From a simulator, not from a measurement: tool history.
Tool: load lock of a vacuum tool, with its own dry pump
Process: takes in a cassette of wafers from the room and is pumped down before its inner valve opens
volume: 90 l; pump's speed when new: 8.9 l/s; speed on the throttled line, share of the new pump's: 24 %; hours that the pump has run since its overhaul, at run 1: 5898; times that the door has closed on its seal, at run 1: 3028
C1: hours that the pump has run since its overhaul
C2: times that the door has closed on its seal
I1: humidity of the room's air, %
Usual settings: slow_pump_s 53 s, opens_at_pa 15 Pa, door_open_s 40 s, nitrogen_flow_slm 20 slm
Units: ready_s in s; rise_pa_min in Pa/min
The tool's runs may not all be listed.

Run 1, day 0: usual settings; C1 5898; C2 3028; I1 45.5. Result: ready_s 137.4 s, rise_pa_min 0.023 Pa/min.
Run 2, day 3.579: usual settings; C1 5984; C2 3313; I1 43.8. Result: ready_s 136.2 s, rise_pa_min 0.019 Pa/min.
Run 3, day 6.767: usual settings; C1 6061; C2 3567; I1 48.7. Result: ready_s 137.2 s, rise_pa_min 0.018 Pa/min.
Run 4, day 9.75: usual settings; C1 6132; C2 3805; I1 44.9. Result: ready_s 137.3 s, rise_pa_min 0.022 Pa/min.
Run 5, day 14.225: usual settings but opens_at_pa 28 Pa; C1 6240; C2 4161; I1 43.9. Result: ready_s 129.4 s, rise_pa_min 0.026 Pa/min.
Run 6, day 16.717: usual settings but opens_at_pa 28 Pa; C1 6299; C2 4360; I1 43.5. Result: ready_s 130.4 s, rise_pa_min 0.023 Pa/min.
Run 7, day 20.033: usual settings but opens_at_pa 20 Pa; C1 6379; C2 4624; I1 43.3. Result: ready_s 134.2 s, rise_pa_min 0.022 Pa/min.
Run 8, day 22.7: usual settings; C1 6443; C2 4837; I1 45.5. Result: ready_s 136.5 s, rise_pa_min 0.025 Pa/min.
Run 9, day 24.938: usual settings; C1 6497; C2 5015; I1 42.7. Result: ready_s 137.1 s, rise_pa_min 0.027 Pa/min.
Run 10, day 28.196: usual settings; C1 6575; C2 5274; I1 45.1. Result: ready_s 135.8 s, rise_pa_min 0.02 Pa/min.
Run 11, day 30.433: usual settings; C1 6629; C2 5453; I1 44.1. Result: ready_s 137.5 s, rise_pa_min 0.024 Pa/min.
Run 12, day 35.921: usual settings but slow_pump_s 92 s, opens_at_pa 12 Pa, door_open_s 86 s, nitrogen_flow_slm 4 slm; C1 6760; C2 5890; I1 46.1. Result: ready_s 168.3 s, rise_pa_min 0.046 Pa/min.
Run 13, day 38.438: usual settings but opens_at_pa 12 Pa, door_open_s 171 s; C1 6821; C2 6090; I1 42. Result: ready_s 139.6 s, rise_pa_min 0.04 Pa/min.
Run 14, day 40.838: usual settings but opens_at_pa 12 Pa, door_open_s 171 s; C1 6878; C2 6281; I1 48.9. Result: ready_s 139.7 s, rise_pa_min 0.041 Pa/min.
Run 15, day 45.154: usual settings but opens_at_pa 12 Pa, door_open_s 171 s; C1 6982; C2 6625; I1 41.9. Result: ready_s 140.8 s, rise_pa_min 0.043 Pa/min.
Run 16, day 48.154: usual settings but opens_at_pa 12 Pa, door_open_s 171 s; C1 7054; C2 6864; I1 41.3. Result: ready_s 141.2 s, rise_pa_min 0.044 Pa/min.
Run 17, day 50.688: usual settings but slow_pump_s 99 s, opens_at_pa 26 Pa, door_open_s 114 s, nitrogen_flow_slm 8 slm; C1 7115; C2 7066; I1 46.9. Result: ready_s 165.6 s, rise_pa_min 0.053 Pa/min.
Run 18, day 55.533: usual settings but slow_pump_s 56 s, opens_at_pa 23 Pa, door_open_s 36 s, nitrogen_flow_slm 6 slm; C1 7231; C2 7452; I1 43.3. Result: ready_s 135.1 s, rise_pa_min 0.034 Pa/min.
Run 19, day 58.917: usual settings but door_open_s 108 s, nitrogen_flow_slm 5 slm; C1 7312; C2 7722; I1 42.6. Result: ready_s 137.7 s, rise_pa_min 0.05 Pa/min.
Run 20, day 62.817: usual settings but door_open_s 108 s, nitrogen_flow_slm 5 slm; C1 7406; C2 8032; I1 46. Result: ready_s 137.8 s, rise_pa_min 0.056 Pa/min.
Run 21, day 68.283: usual settings but door_open_s 108 s, nitrogen_flow_slm 5 slm; C1 7537; C2 8468; I1 40.4. Result: ready_s 138.3 s, rise_pa_min 0.055 Pa/min.
Run 22, day 73.046: usual settings but door_open_s 108 s, nitrogen_flow_slm 5 slm; C1 7651; C2 8847; I1 43.7. Result: ready_s 138.1 s, rise_pa_min 0.058 Pa/min.

Some steps in ready_s between neighbouring runs. How much of each would the tool show without its hidden state too (settings, what came in, random variation), and how much is left for the hidden state, with any gauge scatter that isn't in both results?
The hidden state here: pump's speed, % of a new pump's; leak at the door's seal, Pa l/s; drift of the gauge itself on ready_s, %; drift of the gauge itself on rise_pa_min, %.
Run 11 -> 12: slow_pump_s 53 -> 92, opens_at_pa 15 -> 12, door_open_s 40 -> 86, nitrogen_flow_slm 20 -> 4. ready_s +30.8 s: hidden state -0.6, all else +31.4.
Run 16 -> 17: slow_pump_s 53 -> 99, opens_at_pa 12 -> 26, door_open_s 171 -> 114, nitrogen_flow_slm 20 -> 8. ready_s +24.4 s: hidden state -1.7, all else +26.1.
Run 17 -> 18: slow_pump_s 99 -> 56, opens_at_pa 26 -> 23, door_open_s 114 -> 36, nitrogen_flow_slm 8 -> 6. ready_s -30.5 s: hidden state +1.2, all else -31.7.
